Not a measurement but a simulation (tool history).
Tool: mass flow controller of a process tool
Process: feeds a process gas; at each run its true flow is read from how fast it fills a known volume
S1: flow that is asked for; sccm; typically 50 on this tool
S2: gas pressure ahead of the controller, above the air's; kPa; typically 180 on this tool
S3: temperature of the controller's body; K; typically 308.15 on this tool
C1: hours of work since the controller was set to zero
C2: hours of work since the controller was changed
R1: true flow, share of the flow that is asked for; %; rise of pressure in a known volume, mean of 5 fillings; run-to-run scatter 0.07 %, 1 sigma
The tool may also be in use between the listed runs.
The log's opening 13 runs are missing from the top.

run 14 day=120.362 | S1=50 S2=177 S3=298.15 | C1=1358 C2=7559 | R1=94.1
run 15 day=128.388 | S1=26 S2=180 S3=308.15 | C1=1466 C2=7667 | R1=94.05
-- day=132.983 controller exchanged for a calibrated one
run 16 day=136.579 | S1=26 S2=180 S3=308.15 | C1=49 C2=49 | R1=98.6
run 17 day=146.642 | S1=26 S2=180 S3=308.15 | C1=185 C2=185 | R1=98.48
run 18 day=158.05 | S1=26 S2=180 S3=308.15 | C1=339 C2=339 | R1=98.5
run 19 day=169.175 | S1=26 S2=180 S3=308.15 | C1=489 C2=489 | R1=98.4
run 20 day=179.433 | S1=26 S2=185 S3=308.15 | C1=628 C2=628 | R1=98.3
run 21 day=188.654 | S1=26 S2=185 S3=308.15 | C1=753 C2=753 | R1=98.13
run 22 day=200.488 | S1=19 S2=180 S3=307.15 | C1=913 C2=913 | R1=98.1
run 23 day=208.346 | S1=80 S2=180 S3=295.15 | C1=1019 C2=1019 | R1=98.91
run 24 day=218.3 | S1=43 S2=180 S3=308.15 | C1=1154 C2=1154 | R1=98.49
run 25 day=224.238 | S1=43 S2=180 S3=308.15 | C1=1234 C2=1234 | R1=98.57
run 26 day=231.9 | S1=46 S2=209 S3=295.15 | C1=1338 C2=1338 | R1=97.63
run 27 day=244.558 | S1=20 S2=171 S3=308.15 | C1=1509 C2=1509 | R1=97.94
run 28 day=250.429 | S1=20 S2=171 S3=308.15 | C1=1588 C2=1588 | R1=98
run 29 day=262.221 | S1=20 S2=216 S3=309.15 | C1=1747 C2=1747 | R1=97.87
run 30 day=271.492 | S1=20 S2=216 S3=309.15 | C1=1873 C2=1873 | R1=97.63
run 31 day=277.2 | S1=20 S2=216 S3=309.15 | C1=1950 C2=1950 | R1=97.68
run 32 day=289.838 | S1=40 S2=180 S3=308.15 | C1=2121 C2=2121 | R1=97.9
run 33 day=299.908 | S1=50 S2=175 S3=305.15 | C1=2257 C2=2257 | R1=97.95
run 34 day=308.283 | S1=50 S2=175 S3=305.15 | C1=2370 C2=2370 | R1=97.87
run 35 day=316.267 | S1=26 S2=216 S3=308.15 | C1=2478 C2=2478 | R1=97.35
run 36 day=323.058 | S1=37 S2=254 S3=308.15 | C1=2570 C2=2570 | R1=97.27
run 37 day=331.825 | S1=41 S2=147 S3=308.15 | C1=2689 C2=2689 | R1=97.8
run 38 day=339.075 | S1=41 S2=147 S3=308.15 | C1=2787 C2=2787 | R1=97.8

Predict each of these 4 candidate next runs independently; none follows another, all start after run 38:
run A day=350.858 | S1=39 S2=241 S3=297.15 | C1=2946 C2=2946 | R1=?
run B day=350.858 | S1=28 S2=147 S3=297.15 | C1=2946 C2=2946 | R1=?
run C day=350.858 | S1=50 S2=174 S3=305.15 | C1=2946 C2=2946 | R1=?
run D day=350.858 | S1=15 S2=258 S3=308.15 | C1=2946 C2=2946 | R1=?

run=A R1=96.61
run=B R1=97.06
run=C R1=97.66
run=D R1=97.33
Without the tool's hidden state the same runs would have given:
run=A R1=97.78
run=B R1=98
run=C R1=98.95
run=D R1=97.56
